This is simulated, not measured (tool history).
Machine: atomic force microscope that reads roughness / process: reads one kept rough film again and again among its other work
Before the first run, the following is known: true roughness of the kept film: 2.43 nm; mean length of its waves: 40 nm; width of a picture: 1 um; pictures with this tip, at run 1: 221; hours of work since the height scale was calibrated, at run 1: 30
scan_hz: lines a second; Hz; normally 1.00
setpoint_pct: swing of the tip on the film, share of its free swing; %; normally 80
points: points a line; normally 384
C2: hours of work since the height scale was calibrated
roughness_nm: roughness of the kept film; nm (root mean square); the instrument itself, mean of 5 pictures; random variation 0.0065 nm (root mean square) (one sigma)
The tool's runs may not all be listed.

Run 1, hour 0.0: usual settings; pictures with this tip 221; C2 30. Result: roughness_nm 2.045 nm (root mean square).
Run 2, hour 20.1: usual settings; pictures with this tip 240; C2 38. Result: roughness_nm 2.035 nm (root mean square).
At hour 22.4: new tip fitted.
Run 3, hour 36.3: usual settings; pictures with this tip 13; C2 45. Result: roughness_nm 2.112 nm (root mean square).
Run 4, hour 52.9: usual settings but points 909; pictures with this tip 29; C2 52. Result: roughness_nm 2.131 nm (root mean square).
Run 5, hour 67.2: usual settings; pictures with this tip 43; C2 58. Result: roughness_nm 2.110 nm (root mean square).
Run 6, hour 78.6: usual settings; pictures with this tip 54; C2 63. Result: roughness_nm 2.119 nm (root mean square).
Run 7, hour 89.3: usual settings; pictures with this tip 64; C2 67. Result: roughness_nm 2.113 nm (root mean square).
Run 8, hour 113.2: usual settings; pictures with this tip 86; C2 77. Result: roughness_nm 2.095 nm (root mean square).
Run 9, hour 126.5: usual settings but setpoint_pct 60 %; pictures with this tip 99; C2 83. Result: roughness_nm 2.251 nm (root mean square).
Run 10, hour 150.3: usual settings but setpoint_pct 61 %; pictures with this tip 122; C2 93. Result: roughness_nm 2.225 nm (root mean square).
Run 11, hour 171.9: usual settings but setpoint_pct 85 %; pictures with this tip 142; C2 102. Result: roughness_nm 2.035 nm (root mean square).
Run 12, hour 187.2: usual settings; pictures with this tip 157; C2 109. Result: roughness_nm 2.070 nm (root mean square).
Run 13, hour 199.4: usual settings; pictures with this tip 168; C2 114. Result: roughness_nm 2.073 nm (root mean square).
Run 14, hour 215.3: usual settings but setpoint_pct 71 %; pictures with this tip 183; C2 121. Result: roughness_nm 2.145 nm (root mean square).
Run 15, hour 226.7: usual settings but scan_hz 2.22 Hz, setpoint_pct 78 %, points 672; pictures with this tip 194; C2 126. Result: roughness_nm 1.905 nm (root mean square).
Run 16, hour 242.8: usual settings but scan_hz 1.06 Hz, setpoint_pct 78 %, points 672; pictures with this tip 209; C2 133. Result: roughness_nm 2.068 nm (root mean square).
Run 17, hour 259.4: usual settings but scan_hz 1.06 Hz, setpoint_pct 78 %, points 672; pictures with this tip 225; C2 140. Result: roughness_nm 2.056 nm (root mean square).
Run 18, hour 269.6: usual settings but scan_hz 1.06 Hz, setpoint_pct 78 %, points 672; pictures with this tip 235; C2 144. Result: roughness_nm 2.070 nm (root mean square).
At hour 276.7: new tip fitted.
Run 19, hour 286.9: usual settings but scan_hz 1.06 Hz, setpoint_pct 78 %, points 672; pictures with this tip 10; C2 151. Result: roughness_nm 2.139 nm (root mean square).
Run 20, hour 300.2: usual settings but scan_hz 1.22 Hz, setpoint_pct 76 %, points 673; pictures with this tip 22; C2 157. Result: roughness_nm 2.140 nm (root mean square).
Run 21, hour 312.4: usual settings but scan_hz 0.98 Hz, setpoint_pct 56 %; pictures with this tip 34; C2 162. Result: roughness_nm 2.295 nm (root mean square).
Run 22, hour 324.9: usual settings but scan_hz 0.98 Hz, setpoint_pct 56 %; pictures with this tip 46; C2 167. Result: roughness_nm 2.274 nm (root mean square).

What will run 23 give?
Run 23, hour 338.9: usual settings but scan_hz 0.70 Hz, setpoint_pct 74 %; pictures with this tip 59; C2 173. Result: roughness_nm ?.

Run 23 produced roughness_nm 2.218 nm (root mean square).
Without the tool's hidden state the same run would have given roughness_nm 2.238 nm (root mean square).
